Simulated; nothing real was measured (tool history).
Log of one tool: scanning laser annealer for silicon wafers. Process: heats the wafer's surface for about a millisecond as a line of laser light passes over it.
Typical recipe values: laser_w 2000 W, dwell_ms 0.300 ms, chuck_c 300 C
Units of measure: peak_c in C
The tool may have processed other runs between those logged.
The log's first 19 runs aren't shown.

run,hour,laser_w,dwell_ms,chuck_c,peak_c
20,1363.8,1788,0.302,300,916
21,1424.6,1788,0.302,300,912
22,1496.2,1788,0.302,300,910
23,1563.5,1788,0.302,300,909
24,1660.2,1920,0.319,261,944
25,1710.4,1920,0.319,261,937
26,1786.8,1920,0.319,284,960
27,1843.4,1920,0.319,284,954
28,1908.3,1920,0.319,284,955
29,1999.9,1920,0.319,284,949
30,2051.8,1920,0.296,284,921
31,2096.9,1874,0.300,336,962
32,2139.7,1811,0.276,300,871
33,2221.2,1850,0.312,274,895
34,2261.1,2000,0.238,312,899
# hour 2322.6: window over the wafer cleaned
35,2356.9,1899,0.352,262,973
36,2451.2,1762,0.370,262,923
# hour 2510.5: optics aligned, line set to its width
37,2522.0,2019,0.298,300,1009
38,2577.3,2019,0.298,300,1005
39,2640.6,1723,0.280,327,887
40,2729.9,1856,0.264,274,862
41,2796.3,1856,0.264,274,859

3 ways to go on from here, each from the tool as it stands after run 41. What would each give?
A,2844.9,1837,0.232,329,?
B,2844.9,1724,0.223,321,?
C,2844.9,1774,0.249,300,?

run,peak_c
A,868
B,810
C,839
What these runs would have given with no unlogged condition in the tool:
run,peak_c
A,890
B,829
C,861

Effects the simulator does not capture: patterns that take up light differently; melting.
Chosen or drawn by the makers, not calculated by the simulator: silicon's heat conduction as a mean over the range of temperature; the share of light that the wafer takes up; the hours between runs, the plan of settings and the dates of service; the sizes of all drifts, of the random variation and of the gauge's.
